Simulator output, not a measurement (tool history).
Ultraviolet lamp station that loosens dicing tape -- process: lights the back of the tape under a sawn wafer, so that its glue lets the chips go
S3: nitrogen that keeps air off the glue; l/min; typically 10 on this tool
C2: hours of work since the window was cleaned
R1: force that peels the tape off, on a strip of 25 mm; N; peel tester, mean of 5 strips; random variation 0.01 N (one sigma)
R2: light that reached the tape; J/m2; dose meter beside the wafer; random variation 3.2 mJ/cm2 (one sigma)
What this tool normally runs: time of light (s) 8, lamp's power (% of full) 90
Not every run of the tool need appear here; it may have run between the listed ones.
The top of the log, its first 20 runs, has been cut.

{"run": 21, "day": 19.767, "time of light (s)": 8, "lamp's power (% of full)": 90, "S3": 18, "hours of work of the lamp": 1129, "C2": 419, "R1": 0.368, "R2": 5010}
{"run": 22, "day": 20.396, "time of light (s)": 8, "lamp's power (% of full)": 93, "S3": 10, "hours of work of the lamp": 1140, "C2": 430, "R1": 0.44, "R2": 5200}
{"run": 23, "day": 21.275, "time of light (s)": 7, "lamp's power (% of full)": 90, "S3": 5, "hours of work of the lamp": 1155, "C2": 445, "R1": 0.799, "R2": 4380}
{"run": 24, "day": 22.112, "time of light (s)": 10, "lamp's power (% of full)": 83, "S3": 4, "hours of work of the lamp": 1169, "C2": 459, "R1": 0.52, "R2": 5820}
{"run": 25, "day": 22.783, "time of light (s)": 8, "lamp's power (% of full)": 95, "S3": 4, "hours of work of the lamp": 1181, "C2": 471, "R1": 0.614, "R2": 5320}
{"run": 26, "day": 24.029, "time of light (s)": 8, "lamp's power (% of full)": 100, "S3": 10, "hours of work of the lamp": 1202, "C2": 492, "R1": 0.367, "R2": 5580}
{"run": 27, "day": 24.583, "time of light (s)": 8, "lamp's power (% of full)": 100, "S3": 10, "hours of work of the lamp": 1212, "C2": 502, "R1": 0.36, "R2": 5580}
{"day": 25.146, "done": "window cleaned of glue's vapour"}
{"run": 28, "day": 25.354, "time of light (s)": 13, "lamp's power (% of full)": 60, "S3": 7, "hours of work of the lamp": 1225, "C2": 4, "R1": 0.454, "R2": 5420}
{"run": 29, "day": 26.242, "time of light (s)": 13, "lamp's power (% of full)": 60, "S3": 7, "hours of work of the lamp": 1240, "C2": 19, "R1": 0.452, "R2": 5400}
{"run": 30, "day": 27.212, "time of light (s)": 8, "lamp's power (% of full)": 80, "S3": 10, "hours of work of the lamp": 1257, "C2": 36, "R1": 0.556, "R2": 4440}
{"run": 31, "day": 28.125, "time of light (s)": 9, "lamp's power (% of full)": 68, "S3": 3, "hours of work of the lamp": 1272, "C2": 51, "R1": 1.055, "R2": 4270}
{"run": 32, "day": 29.196, "time of light (s)": 9, "lamp's power (% of full)": 68, "S3": 3, "hours of work of the lamp": 1291, "C2": 70, "R1": 1.005, "R2": 4230}
{"run": 33, "day": 30.258, "time of light (s)": 12, "lamp's power (% of full)": 67, "S3": 10, "hours of work of the lamp": 1309, "C2": 88, "R1": 0.372, "R2": 5550}
{"run": 34, "day": 30.85, "time of light (s)": 12, "lamp's power (% of full)": 67, "S3": 17, "hours of work of the lamp": 1319, "C2": 98, "R1": 0.297, "R2": 5570}
{"run": 35, "day": 31.804, "time of light (s)": 8, "lamp's power (% of full)": 63, "S3": 8, "hours of work of the lamp": 1336, "C2": 115, "R1": 0.901, "R2": 3530}
{"run": 36, "day": 32.896, "time of light (s)": 8, "lamp's power (% of full)": 63, "S3": 8, "hours of work of the lamp": 1355, "C2": 133, "R1": 0.899, "R2": 3520}
{"run": 37, "day": 33.746, "time of light (s)": 8, "lamp's power (% of full)": 63, "S3": 8, "hours of work of the lamp": 1369, "C2": 148, "R1": 0.917, "R2": 3520}
{"run": 38, "day": 34.854, "time of light (s)": 10, "lamp's power (% of full)": 69, "S3": 10, "hours of work of the lamp": 1388, "C2": 167, "R1": 0.509, "R2": 4780}
{"run": 39, "day": 35.908, "time of light (s)": 10, "lamp's power (% of full)": 69, "S3": 10, "hours of work of the lamp": 1406, "C2": 185, "R1": 0.476, "R2": 4780}
{"run": 40, "day": 36.712, "time of light (s)": 10, "lamp's power (% of full)": 99, "S3": 10, "hours of work of the lamp": 1420, "C2": 199, "R1": 0.244, "R2": 6930}
{"run": 41, "day": 37.404, "time of light (s)": 16, "lamp's power (% of full)": 69, "S3": 10, "hours of work of the lamp": 1432, "C2": 211, "R1": 0.198, "R2": 7710}
{"run": 42, "day": 38.35, "time of light (s)": 10, "lamp's power (% of full)": 90, "S3": 10, "hours of work of the lamp": 1449, "C2": 227, "R1": 0.303, "R2": 6290}
{"run": 43, "day": 39.571, "time of light (s)": 7, "lamp's power (% of full)": 90, "S3": 10, "hours of work of the lamp": 1470, "C2": 248, "R1": 0.572, "R2": 4350}
{"run": 44, "day": 40.533, "time of light (s)": 8, "lamp's power (% of full)": 87, "S3": 10, "hours of work of the lamp": 1486, "C2": 265, "R1": 0.492, "R2": 4810}

Here are 3 independent what-if runs from the current tool condition. What would each one return?
{"run": "A", "day": 41.154, "time of light (s)": 5, "lamp's power (% of full)": 76, "S3": 9, "hours of work of the lamp": 1497, "C2": 276, "R1": "?", "R2": "?"}
{"run": "B", "day": 41.154, "time of light (s)": 7, "lamp's power (% of full)": 67, "S3": 10, "hours of work of the lamp": 1497, "C2": 276, "R1": "?", "R2": "?"}
{"run": "C", "day": 41.154, "time of light (s)": 7, "lamp's power (% of full)": 90, "S3": 10, "hours of work of the lamp": 1497, "C2": 276, "R1": "?", "R2": "?"}

run=A R1=1.280 R2=2600
run=B R1=0.940 R2=3250
run=C R1=0.553 R2=4350
What these runs would have given with no unlogged condition in the tool:
run=A R1=1.275 R2=2610
run=B R1=0.936 R2=3260
run=C R1=0.550 R2=4370

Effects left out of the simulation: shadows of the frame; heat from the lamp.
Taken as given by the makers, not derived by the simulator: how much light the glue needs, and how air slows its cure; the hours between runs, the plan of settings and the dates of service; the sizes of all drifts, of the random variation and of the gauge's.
